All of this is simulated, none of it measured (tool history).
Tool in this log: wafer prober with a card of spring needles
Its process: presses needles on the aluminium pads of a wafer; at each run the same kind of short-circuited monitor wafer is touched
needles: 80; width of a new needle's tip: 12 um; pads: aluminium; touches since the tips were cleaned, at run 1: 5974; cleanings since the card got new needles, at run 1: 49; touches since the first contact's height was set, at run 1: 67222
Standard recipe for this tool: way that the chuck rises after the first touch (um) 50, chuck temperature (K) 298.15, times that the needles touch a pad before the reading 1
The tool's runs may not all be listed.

run    hour  way that the chuck rises after the first touch (um)  chuck temperature (K)  times that the needles touch a pad before the reading  touches since the tips were cleaned  cleanings since the card got new needles  touches since the first contact's height was set  resistance of one needle with its contact and lead (mohm)  way that a needle slides on the pad (um)
  1       0                                                   50                 298.15                                                      1                                 5974                                        49                                             67222                                                        435                                     11.37
        3.7  -- tips cleaned on abrasive film
       18.4  -- tips cleaned on abrasive film
       33.1  -- tips cleaned on abrasive film
       51.5  -- tips cleaned on abrasive film
  2    57.1                                                   50                 298.15                                                      1                                 2957                                        53                                             96974                                                        370                                     11.25
       68.1  -- tips cleaned on abrasive film
       82.8  -- tips cleaned on abrasive film
       97.5  -- tips cleaned on abrasive film
      112.2  -- tips cleaned on abrasive film
      126.9  -- tips cleaned on abrasive film
      141.6  -- tips cleaned on abrasive film
  3   144.1                                                   50                 305.15                                                      1                                 1313                                        59                                            142311                                                        289                                     11.15
      158.8  -- tips cleaned on abrasive film
      173.5  -- tips cleaned on abrasive film
      181.1  -- height of the first contact set anew
      188.5  -- tips cleaned on abrasive film
      203.2  -- tips cleaned on abrasive film
  4     215                                                   50                 305.15                                                      1                                 6194                                        63                                             17677                                                        469                                     11.51
      218.7  -- tips cleaned on abrasive film
      233.4  -- tips cleaned on abrasive film
      248.1  -- tips cleaned on abrasive film
      266.4  -- tips cleaned on abrasive film
      284.8  -- tips cleaned on abrasive film
  5   289.2                                                   50                 305.15                                                      1                                 2313                                        68                                             56358                                                        318                                     11.44
      300.2  -- tips cleaned on abrasive film
      314.9  -- tips cleaned on abrasive film
      329.6  -- tips cleaned on abrasive film
      344.3  -- tips cleaned on abrasive film
        359  -- tips cleaned on abrasive film
      377.3  -- tips cleaned on abrasive film
  6   386.8                                                   50                 305.15                                                      2                                 4974                                        74                                            107268                                                        330                                     11.34
      394.2  -- tips cleaned on abrasive film
      412.5  -- tips cleaned on abrasive film
      427.2  -- tips cleaned on abrasive film
  7   436.6                                                   50                 305.15                                                      2                                 4956                                        77                                            133279                                                        329                                      11.3
        444  -- tips cleaned on abrasive film
      458.7  -- tips cleaned on abrasive film
      473.4  -- tips cleaned on abrasive film
      484.5  -- tips cleaned on abrasive film, once more
      492.1  -- height of the first contact set anew
  8   493.9                                                   63                 298.15                                                      1                                 4812                                        81                                               985                                                        345                                     14.47
      501.3  -- tips cleaned on abrasive film
        516  -- tips cleaned on abrasive film
      530.7  -- tips cleaned on abrasive film
        549  -- tips cleaned on abrasive film
  9   562.5                                                   50                 298.15                                                      1                                 7046                                        85                                             36741                                                        477                                     11.49
      566.2  -- tips cleaned on abrasive film
      580.9  -- tips cleaned on abrasive film
      599.2  -- tips cleaned on abrasive film
      613.9  -- tips cleaned on abrasive film
      628.6  -- tips cleaned on abrasive film
      644.1  -- tips cleaned on abrasive film
 10   644.1                                                   50                 298.15                                                      1                                    0                                        91                                             79262                                                        195                                     11.35
      658.8  -- tips cleaned on abrasive film
      677.1  -- tips cleaned on abrasive film
      691.8  -- tips cleaned on abrasive film
 11   705.1                                                   33                 298.15                                                      1                                 6961                                        94                                            111104                                                        907                                       7.4
      708.8  -- tips cleaned on abrasive film
      723.5  -- tips cleaned on abrasive film
      738.2  -- tips cleaned on abrasive film
      756.5  -- tips cleaned on abrasive film
      771.2  -- tips cleaned on abrasive film
 12     783                                                   50                 312.15                                                      1                                 6156                                        99                                            151711                                                        474                                     11.25
      786.7  -- tips cleaned on abrasive film
      801.6  -- height of the first contact set anew
      805.3  -- tips cleaned on abrasive film
        820  -- tips cleaned on abrasive film
      834.7  -- tips cleaned on abrasive film
      853.1  -- tips cleaned on abrasive film
 13   856.5                                                   50                 312.15                                                      1                                 1802                                       104                                             28599                                                        323                                     11.47
      871.2  -- tips cleaned on abrasive film
      889.5  -- tips cleaned on abrasive film
      904.2  -- tips cleaned on abrasive film
      918.9  -- tips cleaned on abrasive film
      933.6  -- tips cleaned on abrasive film
 14   935.9                                                   50                 312.15                                                      1                                 1238                                       109                                             70031                                                        303                                     11.46
      950.6  -- tips cleaned on abrasive film
      965.3  -- tips cleaned on abrasive film
        980  -- tips cleaned on abrasive film
      994.7  -- tips cleaned on abrasive film
     1009.4  -- tips cleaned on abrasive film
 15  1014.9                                                   32                 300.15                                                      2                                 2886                                       114                                            111197                                                        519                                      7.14
     1025.9  -- tips cleaned on abrasive film
     1040.6  -- tips cleaned on abrasive film
     1055.3  -- tips cleaned on abrasive film
       1070  -- tips cleaned on abrasive film
     1084.7  -- tips cleaned on abrasive film
     1099.4  -- tips cleaned on abrasive film
     1110.6  -- height of the first contact set anew
 16  1110.6                                                   39                 378.15                                                      2                                 5740                                       120                                                 0                                                        444                                      9.05
       1118  -- tips cleaned on abrasive film
     1132.7  -- tips cleaned on abrasive film
     1147.4  -- tips cleaned on abrasive film
     1162.1  -- tips cleaned on abrasive film
     1180.4  -- tips cleaned on abrasive film
 17  1187.8                                                   39                 362.15                                                      2                                 3860                                       125                                             40226                                                        396                                      8.92
     1195.1  -- tips cleaned on abrasive film
     1209.8  -- tips cleaned on abrasive film
     1224.5  -- tips cleaned on abrasive film
 18  1239.1                                                   69                 307.15                                                      2                                 7635                                       128                                             66990                                                        286                                     15.78
     1242.8  -- tips cleaned on abrasive film
     1257.5  -- tips cleaned on abrasive film
     1272.2  -- tips cleaned on abrasive film
     1286.9  -- tips cleaned on abrasive film
     1301.6  -- tips cleaned on abrasive film
     1316.3  -- tips cleaned on abrasive film
 19  1320.2                                                   69                 307.15                                                      2                                 2084                                       134                                            109268                                                        220                                      15.7
     1331.3  -- tips cleaned on abrasive film
       1346  -- tips cleaned on abrasive film
     1364.3  -- tips cleaned on abrasive film
       1379  -- tips cleaned on abrasive film
     1397.3  -- tips cleaned on abrasive film
 20  1397.6                                                   48                 319.15                                                      2                                  170                                       139                                            149625                                                        196                                     10.76
     1412.3  -- tips cleaned on abrasive film
     1419.9  -- height of the first contact set anew
     1427.3  -- tips cleaned on abrasive film
       1442  -- tips cleaned on abrasive film
     1456.7  -- tips cleaned on abrasive film
     1471.4  -- tips cleaned on abrasive film
 21  1478.8                                                   38                 298.15                                                      1                                 3910                                       144                                             30705                                                        611                                       8.7
     1486.2  -- tips cleaned on abrasive film
     1500.9  -- tips cleaned on abrasive film
     1515.6  -- tips cleaned on abrasive film
     1530.3  -- tips cleaned on abrasive film
       1545  -- tips cleaned on abrasive film
     1559.7  -- tips cleaned on abrasive film
 22  1574.1                                                   50                 308.15                                                      2                                 7588                                       150                                             80384                                                        405                                     11.38
     1577.9  -- tips cleaned on abrasive film
     1592.5  -- tips cleaned on abrasive film
     1607.2  -- tips cleaned on abrasive film
     1625.6  -- tips cleaned on abrasive film
     1640.3  -- tips cleaned on abrasive film
     1658.6  -- tips cleaned on abrasive film
 23  1668.1                                                   50                 308.15                                                      2                                 4976                                       156                                            129381                                                        387                                     11.26

Here are 3 independent what-if runs from the current tool condition. What would each one return?
     1675.5  -- tips cleaned on abrasive film
     1690.2  -- tips cleaned on abrasive film
     1708.5  -- tips cleaned on abrasive film
     1723.2  -- tips cleaned on abrasive film
     1730.8  -- height of the first contact set anew
     1738.2  -- tips cleaned on abrasive film
  A  1746.1                                                   50                 308.15                                                      2                                 4175                                       161                                              8003                                                          ?                                         ?
     1675.5  -- tips cleaned on abrasive film
     1690.2  -- tips cleaned on abrasive film
     1708.5  -- tips cleaned on abrasive film
     1723.2  -- tips cleaned on abrasive film
     1730.8  -- height of the first contact set anew
     1738.2  -- tips cleaned on abrasive film
  B  1746.1                                                   55                 319.15                                                      3                                 4175                                       161                                              8003                                                          ?                                         ?
     1675.5  -- tips cleaned on abrasive film
     1690.2  -- tips cleaned on abrasive film
     1708.5  -- tips cleaned on abrasive film
     1723.2  -- tips cleaned on abrasive film
     1730.8  -- height of the first contact set anew
     1738.2  -- tips cleaned on abrasive film
  C  1746.1                                                   31                 308.15                                                      2                                 4175                                       161                                              8003                                                          ?                                         ?

run  resistance of one needle with its contact and lead (mohm)  way that a needle slides on the pad (um)
  A                                                        349                                     11.55
  B                                                        258                                     12.67
  C                                                        620                                      7.14
The same runs, with their run-to-run variation unchanged, on a tool lacking any hidden condition would have given:
run  resistance of one needle with its contact and lead (mohm)  way that a needle slides on the pad (um)
  A                                                        160                                     11.56
  B                                                        162                                     12.69
  C                                                        168                                      7.16
